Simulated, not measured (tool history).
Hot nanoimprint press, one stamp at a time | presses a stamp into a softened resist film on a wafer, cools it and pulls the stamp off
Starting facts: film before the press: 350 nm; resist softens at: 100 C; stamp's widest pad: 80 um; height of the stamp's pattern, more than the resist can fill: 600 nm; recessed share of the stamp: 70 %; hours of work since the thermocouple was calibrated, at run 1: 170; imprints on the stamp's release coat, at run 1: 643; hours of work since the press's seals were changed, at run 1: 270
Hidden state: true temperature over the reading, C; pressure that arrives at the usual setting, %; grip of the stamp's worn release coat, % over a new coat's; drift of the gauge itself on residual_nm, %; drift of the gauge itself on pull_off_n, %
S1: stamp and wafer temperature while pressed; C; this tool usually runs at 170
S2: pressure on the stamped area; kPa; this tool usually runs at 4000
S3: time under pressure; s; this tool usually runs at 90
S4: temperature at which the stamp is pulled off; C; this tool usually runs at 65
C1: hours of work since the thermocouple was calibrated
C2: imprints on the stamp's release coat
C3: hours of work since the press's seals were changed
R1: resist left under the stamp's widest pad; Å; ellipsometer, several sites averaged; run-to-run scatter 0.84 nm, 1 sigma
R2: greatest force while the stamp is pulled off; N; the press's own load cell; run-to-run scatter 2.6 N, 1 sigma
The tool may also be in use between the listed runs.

| run | day | S1 | S2 | S3 | S4 | C1 | C2 | C3 | R1 | R2 |
|---|---|---|---|---|---|---|---|---|---|---|
| 1 | 0.000 | 170 | 4000 | 90 | 65 | 170 | 643 | 270 | 1631 | 128 |
| 2 | 0.617 | 170 | 3990 | 90 | 65 | 176 | 690 | 277 | 1628 | 131 |
| 3 | 1.250 | 165 | 4000 | 90 | 65 | 183 | 739 | 284 | 2000 | 131 |
| 4 | 2.362 | 172 | 4000 | 90 | 65 | 195 | 824 | 295 | 1486 | 136 |
| 5 | 3.479 | 170 | 4000 | 90 | 52 | 206 | 910 | 307 | 1622 | 184 |
| 6 | 4.292 | 170 | 4000 | 90 | 52 | 215 | 973 | 316 | 1625 | 188 |
| 7 | 5.346 | 170 | 4000 | 90 | 52 | 226 | 1054 | 327 | 1628 | 196 |
| 8 | 6.525 | 170 | 4000 | 90 | 65 | 239 | 1145 | 339 | 1614 | 143 |

For run 9, what comes out?
| 9 | 7.754 | 170 | 4000 | 90 | 65 | 251 | 1239 | 352 | ? | ? |

R1: 1608 Å
R2: 146 N
With no hidden state in the tool, this same run would have given R1 1616 Å, R2 123 N.
